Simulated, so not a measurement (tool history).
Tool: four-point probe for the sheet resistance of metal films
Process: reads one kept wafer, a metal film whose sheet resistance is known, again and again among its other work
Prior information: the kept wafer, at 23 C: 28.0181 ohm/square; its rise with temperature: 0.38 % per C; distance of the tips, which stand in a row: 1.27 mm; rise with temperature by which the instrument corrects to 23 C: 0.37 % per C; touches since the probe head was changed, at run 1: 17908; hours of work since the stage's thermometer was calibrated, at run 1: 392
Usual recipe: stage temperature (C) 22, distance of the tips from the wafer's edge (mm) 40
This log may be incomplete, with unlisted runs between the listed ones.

run,hour,stage temperature (C),distance of the tips from the wafer's edge (mm),touches since the probe head was changed,hours of work since the stage's thermometer was calibrated,sheet resistance as the instrument gives it (ohm/square)
1,0,22,40,17908,392,28.067281
2,26.6,22,40,19033,405,28.052271
3,44.7,22,40,19802,414,28.067134
4,66.5,22,40,20721,424,28.055064
5,94.2,22,40,21896,437,28.046643
6,112.3,22,40,22663,446,28.060078
7,128,22,40,23327,453,28.048711
8,150.6,22,9,24284,464,28.33763
9,170.5,22,3,25125,474,30.476737
10,189.1,22,3,25913,483,30.486198
11,208,33,40,26711,492,28.078284
12,227.7,33,40,27546,501,28.081049
13,244.8,33,40,28271,509,28.081077
14,257.2,33,40,28795,515,28.069294
15,279.6,33,40,29745,526,28.077839
16,294.7,21,40,30385,533,28.034047
17,316.5,21,40,31305,543,28.031832
18,342.6,22,40,32411,556,28.033396
19,355,22,40,32938,562,28.032266
20,385.3,28,40,34220,576,28.050795
21,406.6,21,8,35121,586,28.390433
22,427,21,8,35985,596,28.38269
23,444.7,30,68,36733,605,28.033553
24,466.6,34,68,37661,615,28.039981
25,479.9,19,52,38224,621,27.995947
26,508.9,20,38,39450,635,28.005707
27,536.2,31,3,40606,648,30.469612
28,565.7,24,11,41854,662,28.203923
29,582.7,27,50,42577,671,28.029049
30,607.9,20,66,43641,683,27.985279
31,625.7,31,4,44394,691,29.459511
32,647.1,31,4,45302,701,29.456202
33,661,22,63,45891,708,27.994323
34,686.1,22,53,46951,720,27.999803
35,700.6,23,7,47567,727,28.479753
36,717.1,22,40,48266,735,28.003551
37,734.7,22,40,49009,743,27.992903
38,761.4,22,68,50138,756,27.988671
39,775.7,33,5,50746,763,28.953061

Forecast each of these 4 alternatives for the next run:
A,800.1,31,11,51777,774,?
B,800.1,23,5,51777,774,?
C,800.1,33,45,51777,774,?
D,800.1,26,14,51777,774,?

run,sheet resistance as the instrument gives it (ohm/square)
A,28.206385
B,28.918317
C,28.027329
D,28.112367
Stripped of hidden state, with their random variation kept, the same runs would have yielded:
run,sheet resistance as the instrument gives it (ohm/square)
A,28.245198
B,28.957422
C,28.066056
D,28.150724

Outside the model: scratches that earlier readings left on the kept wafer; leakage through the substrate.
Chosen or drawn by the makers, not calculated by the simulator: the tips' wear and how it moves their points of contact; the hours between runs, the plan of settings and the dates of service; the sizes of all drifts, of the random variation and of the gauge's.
